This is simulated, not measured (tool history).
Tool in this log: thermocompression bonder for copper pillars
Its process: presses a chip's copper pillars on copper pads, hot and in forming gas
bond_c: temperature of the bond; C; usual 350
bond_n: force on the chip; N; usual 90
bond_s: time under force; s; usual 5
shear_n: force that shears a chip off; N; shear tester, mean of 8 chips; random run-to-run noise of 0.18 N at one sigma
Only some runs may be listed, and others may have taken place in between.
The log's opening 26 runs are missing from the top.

run	hour	bond_c	bond_n	bond_s	shear_n
27	315.3	323	103	8	49.1
28	325.3	359	59	9	44.6
29	333.9	359	59	9	44.4
30	345.6	348	54	4	26.2
31	359.2	348	54	4	26.2
32	369.9	322	99	4	35.8
33	377.1	322	99	4	36.0
34	392.5	366	99	4	55.3
35	408.0	327	63	12	39.2
36	424.2	327	62	3	21.1

Branching from run 36: 4 alternative next runs. What would each branch give?
A	432.2	373	125	5	?
B	432.2	327	58	3	?
C	432.2	327	62	7	?
D	432.2	324	93	3	?

run	shear_n
A	74.9
B	20.0
C	30.8
D	30.9
Had the tool no hidden state, the same runs would have come out as:
run	shear_n
A	72.1
B	19.2
C	29.7
D	29.7
